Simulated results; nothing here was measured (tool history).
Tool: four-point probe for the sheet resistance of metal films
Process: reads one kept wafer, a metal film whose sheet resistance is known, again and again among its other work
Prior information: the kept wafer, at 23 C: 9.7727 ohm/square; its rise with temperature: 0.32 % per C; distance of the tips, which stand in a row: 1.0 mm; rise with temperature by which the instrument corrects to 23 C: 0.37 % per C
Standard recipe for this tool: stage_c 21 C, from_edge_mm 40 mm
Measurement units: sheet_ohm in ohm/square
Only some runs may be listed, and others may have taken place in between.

run	hour	stage_c	from_edge_mm	sheet_ohm
1	0	21	40	9.685406
2	80.1	21	40	9.686403
3	122.3	31	40	9.634145
4	197.3	31	40	9.628454
5	267.1	31	40	9.625817
6	318.8	31	40	9.622391
7	379	31	40	9.620569
8	416.1	31	40	9.615131
9	491.5	31	40	9.618675
10	555.8	31	40	9.611292
11	624.9	31	40	9.606097
12	697	31	40	9.606914
13	756.1	31	40	9.601203
# hour 763.4: new probe head fitted
14	834.4	21	36	9.76571
15	910.2	33	36	9.705745
16	981	33	36	9.701427
17	1053.6	21	40	9.761515
18	1119.4	21	40	9.755602
19	1200.5	28	40	9.713398
20	1277.2	21	15	9.764788
21	1335	21	15	9.763184
22	1404.7	23	15	9.746996
# hour 1419.4: stage's thermometer calibrated
23	1448.8	21	6	9.873302
24	1482.4	25	12	9.745841
25	1555.8	25	12	9.739689
26	1611.5	22	5	9.92186
27	1681.1	31	16	9.689571
28	1715.2	26	5	9.89459
29	1773.1	26	5	9.895403
# hour 1784.4: stage's thermometer calibrated, once more
30	1817.8	20	7	9.836915
31	1872.5	20	7	9.837252
32	1925.5	32	40	9.66649
33	1966.9	24	6	9.847681
34	2011	20	21	9.734426
35	2051	21	53	9.716975
36	2113.4	21	53	9.713543
37	2192	33	40	9.650305
38	2254.7	21	21	9.716141
39	2297	23	20	9.705344
40	2331.2	23	20	9.702277
41	2398.2	21	40	9.700409
42	2449.3	28	40	9.659349
43	2501	28	40	9.658368
44	2545.8	28	40	9.660464
45	2606.7	31	40	9.641357

Branching from run 45: 4 alternative next runs. What would each branch give?
A	2676.1	29	4	?
B	2676.1	19	40	?
C	2676.1	23	5	?
D	2676.1	20	6	?

run	sheet_ohm
A	9.954965
B	9.698068
C	9.879849
D	9.831401
Without the tool's hidden state the same runs would have given:
run	sheet_ohm
A	10.056572
B	9.797505
C	9.980908
D	9.932078

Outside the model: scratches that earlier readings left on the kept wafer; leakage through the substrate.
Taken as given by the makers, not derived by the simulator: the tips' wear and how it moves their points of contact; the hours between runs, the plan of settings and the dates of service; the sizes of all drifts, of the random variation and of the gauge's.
